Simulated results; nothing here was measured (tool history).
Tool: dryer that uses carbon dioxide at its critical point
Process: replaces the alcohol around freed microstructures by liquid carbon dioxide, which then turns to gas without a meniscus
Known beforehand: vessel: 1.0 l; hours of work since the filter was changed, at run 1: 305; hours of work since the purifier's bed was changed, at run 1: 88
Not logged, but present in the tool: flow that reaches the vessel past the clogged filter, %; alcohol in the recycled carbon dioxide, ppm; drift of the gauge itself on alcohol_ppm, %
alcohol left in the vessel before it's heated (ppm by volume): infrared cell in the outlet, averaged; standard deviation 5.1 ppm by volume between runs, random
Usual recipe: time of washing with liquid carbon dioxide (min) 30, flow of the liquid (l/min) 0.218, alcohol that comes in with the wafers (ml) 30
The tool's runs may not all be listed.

run  hour  time of washing with liquid carbon dioxide (min)  flow of the liquid (l/min)  alcohol that comes in with the wafers (ml)  hours of work since the filter was changed  hours of work since the purifier's bed was changed  alcohol left in the vessel before it's heated (ppm by volume)
  1     0                                                30                       0.218                                          30                                         305                                                  88                                                            163
  2   7.6                                                30                       0.218                                          30                                         310                                                  93                                                            162
     11.3  -- inlet filter changed
  3  14.4                                                30                       0.218                                          30                                           2                                                  97                                                             71
  4  24.2                                                40                       0.218                                          30                                           9                                                 103                                                             27
  5    34                                                40                       0.218                                          30                                          15                                                 110                                                             29
  6  41.2                                                30                       0.217                                          30                                          20                                                 115                                                             68
  7  49.2                                                30                       0.217                                          30                                          25                                                 120                                                             81
  8  58.3                                                30                       0.217                                          50                                          31                                                 126                                                            106
  9  67.8                                                23                       0.221                                          50                                          38                                                 133                                                            384

Expected results for the next run?
 10  76.4                                                36                       0.321                                          71                                          44                                                 138                                                              ?

{"run 10": {"alcohol left in the vessel before it's heated (ppm by volume)": 27}}
With the hidden condition absent and the run-to-run variation left alone, this run would have shown alcohol left in the vessel before it's heated (ppm by volume) 6.
